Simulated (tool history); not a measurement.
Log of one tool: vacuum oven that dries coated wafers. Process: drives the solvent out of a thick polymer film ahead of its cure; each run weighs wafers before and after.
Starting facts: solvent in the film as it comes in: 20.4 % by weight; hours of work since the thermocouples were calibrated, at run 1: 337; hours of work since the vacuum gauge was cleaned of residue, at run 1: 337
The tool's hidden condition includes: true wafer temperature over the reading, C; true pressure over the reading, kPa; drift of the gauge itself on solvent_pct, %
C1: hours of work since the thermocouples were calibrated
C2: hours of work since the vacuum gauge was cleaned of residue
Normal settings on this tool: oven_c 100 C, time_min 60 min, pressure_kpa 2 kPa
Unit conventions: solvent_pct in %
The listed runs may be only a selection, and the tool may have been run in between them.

Run 1, hour 0: usual settings; C1 337; C2 337. Result: solvent_pct 1.12 %.
Run 2, hour 71.5: usual settings; C1 376; C2 376. Result: solvent_pct 1.11 %.
Run 3, hour 169.2: usual settings but oven_c 98 C; C1 429; C2 429. Result: solvent_pct 1.32 %.
Run 4, hour 216.8: usual settings but oven_c 109 C; C1 455; C2 455. Result: solvent_pct 0.46 %.
Run 5, hour 288.6: usual settings but oven_c 109 C; C1 494; C2 494. Result: solvent_pct 0.46 %.
Run 6, hour 364.9: usual settings but oven_c 109 C; C1 536; C2 536. Result: solvent_pct 0.47 %.
Run 7, hour 449.9: usual settings but oven_c 109 C; C1 582; C2 582. Result: solvent_pct 0.47 %.
Run 8, hour 514.6: usual settings; C1 618; C2 618. Result: solvent_pct 1.14 %.
Run 9, hour 573.5: usual settings; C1 650; C2 650. Result: solvent_pct 1.13 %.
Run 10, hour 660: usual settings; C1 697; C2 697. Result: solvent_pct 1.09 %.
Run 11, hour 753: usual settings; C1 748; C2 748. Result: solvent_pct 1.1 %.
Run 12, hour 814.2: usual settings; C1 781; C2 781. Result: solvent_pct 1.12 %.
At hour 871.2: oven's thermocouples calibrated.
Run 13, hour 889.5: usual settings; C1 10; C2 821. Result: solvent_pct 1.02 %.
Run 14, hour 958.6: usual settings but oven_c 95 C; C1 48; C2 859. Result: solvent_pct 1.73 %.
Run 15, hour 1047: usual settings; C1 96; C2 907. Result: solvent_pct 1.08 %.
Run 16, hour 1108.1: usual settings; C1 129; C2 940. Result: solvent_pct 1.02 %.
Run 17, hour 1190.2: usual settings; C1 174; C2 985. Result: solvent_pct 1 %.
Run 18, hour 1242.5: usual settings; C1 203; C2 1014. Result: solvent_pct 0.98 %.
At hour 1257.3: oven's thermocouples calibrated, once more.
Run 19, hour 1300.7: usual settings; C1 24; C2 1044. Result: solvent_pct 1.27 %.
Run 20, hour 1382.7: usual settings but time_min 73 min; C1 68; C2 1089. Result: solvent_pct 0.91 %.
Run 21, hour 1454.1: usual settings but time_min 73 min; C1 107; C2 1128. Result: solvent_pct 0.92 %.
Run 22, hour 1555.5: usual settings; C1 163; C2 1183. Result: solvent_pct 1.26 %.
Run 23, hour 1614.5: usual settings but pressure_kpa 1.85 kPa; C1 195; C2 1215. Result: solvent_pct 1.2 %.
Run 24, hour 1712.1: usual settings; C1 248; C2 1269. Result: solvent_pct 1.28 %.
Run 25, hour 1761.2: usual settings but oven_c 88 C, time_min 54 min; C1 275; C2 1296. Result: solvent_pct 4.22 %.
Run 26, hour 1864.5: usual settings but oven_c 94 C, time_min 31 min, pressure_kpa 1.46 kPa; C1 331; C2 1352. Result: solvent_pct 5.3 %.
Run 27, hour 1912.2: usual settings but oven_c 86 C, time_min 69 min, pressure_kpa 1.2 kPa; C1 357; C2 1378. Result: solvent_pct 3.33 %.
Run 28, hour 2007.6: usual settings but oven_c 101 C, time_min 74 min, pressure_kpa 1.61 kPa; C1 409; C2 1430. Result: solvent_pct 0.76 %.
Run 29, hour 2068.2: usual settings but oven_c 105 C, time_min 95 min, pressure_kpa 1.55 kPa; C1 443; C2 1463. Result: solvent_pct 0.45 %.
Run 30, hour 2172.4: usual settings but oven_c 91 C; C1 499; C2 1520. Result: solvent_pct 2.88 %.
Run 31, hour 2277.7: usual settings but time_min 54 min, pressure_kpa 7.3 kPa; C1 557; C2 1577. Result: solvent_pct 2.7 %.
Run 32, hour 2335.5: usual settings but oven_c 114 C, time_min 54 min, pressure_kpa 2.05 kPa; C1 588; C2 1609. Result: solvent_pct 0.48 %.
Run 33, hour 2433.7: usual settings but oven_c 97 C, time_min 58 min, pressure_kpa 1 kPa; C1 642; C2 1662. Result: solvent_pct 1.45 %.
Run 34, hour 2512.6: usual settings but oven_c 109 C, time_min 58 min, pressure_kpa 1 kPa; C1 685; C2 1706. Result: solvent_pct 0.36 %.
At hour 2605.8: vacuum gauge cleaned of residue and calibrated.
Run 35, hour 2613.2: usual settings but oven_c 86 C, pressure_kpa 1 kPa; C1 739; C2 4. Result: solvent_pct 3.59 %.
Run 36, hour 2720.8: usual settings but time_min 54 min, pressure_kpa 1.24 kPa; C1 798; C2 63. Result: solvent_pct 1.05 %.
At hour 2740: oven's thermocouples calibrated.
Run 37, hour 2798.1: usual settings but oven_c 102 C, time_min 35 min, pressure_kpa 1.83 kPa; C1 32; C2 104. Result: solvent_pct 2.46 %.
Run 38, hour 2853.7: usual settings but oven_c 110 C, time_min 107 min, pressure_kpa 1.03 kPa; C1 62; C2 134. Result: solvent_pct 0.2 %.
Run 39, hour 2947.9: usual settings but oven_c 110 C, time_min 107 min, pressure_kpa 1.03 kPa; C1 113; C2 186. Result: solvent_pct 0.17 %.
Run 40, hour 3020: usual settings but oven_c 101 C, time_min 55 min, pressure_kpa 2.34 kPa; C1 153; C2 225. Result: solvent_pct 1.27 %.
Run 41, hour 3128.8: usual settings but oven_c 101 C, time_min 55 min, pressure_kpa 2.34 kPa; C1 212; C2 284. Result: solvent_pct 1.29 %.
Run 42, hour 3199.4: usual settings but oven_c 98 C, time_min 73 min, pressure_kpa 5.74 kPa; C1 251; C2 323. Result: solvent_pct 1.95 %.
Run 43, hour 3246.1: usual settings but oven_c 98 C, time_min 73 min, pressure_kpa 5.74 kPa; C1 276; C2 348. Result: solvent_pct 2.01 %.
Run 44, hour 3336.1: usual settings but oven_c 97 C, time_min 42 min, pressure_kpa 1.56 kPa; C1 325; C2 397. Result: solvent_pct 2.68 %.
Run 45, hour 3416.1: usual settings but oven_c 108 C, pressure_kpa 1.07 kPa; C1 369; C2 441. Result: solvent_pct 0.35 %.
Run 46, hour 3489.6: usual settings but oven_c 85 C, pressure_kpa 7.95 kPa; C1 409; C2 481. Result: solvent_pct 6.49 %.
Run 47, hour 3539.3: usual settings but time_min 72 min; C1 436; C2 508. Result: solvent_pct 0.87 %.

Alternative continuations, all from the tool just after run 47; predict every row:
Run A, hour 3639.2: usual settings but oven_c 94 C, time_min 91 min, pressure_kpa 2.06 kPa; C1 491; C2 563. Result: solvent_pct ?.
Run B, hour 3639.2: usual settings but time_min 66 min; C1 491; C2 563. Result: solvent_pct ?.
Run C, hour 3639.2: usual settings but oven_c 104 C, time_min 77 min; C1 491; C2 563. Result: solvent_pct ?.
Run D, hour 3639.2: usual settings but oven_c 105 C, time_min 107 min, pressure_kpa 1.55 kPa; C1 491; C2 563. Result: solvent_pct ?.

run  solvent_pct
  A         1.08
  B         0.96
  C         0.58
  D         0.44
The same runs, with their run-to-run variation unchanged, on a tool lacking any hidden condition would have given:
run  solvent_pct
  A         1.09
  B         0.97
  C         0.56
  D          0.4
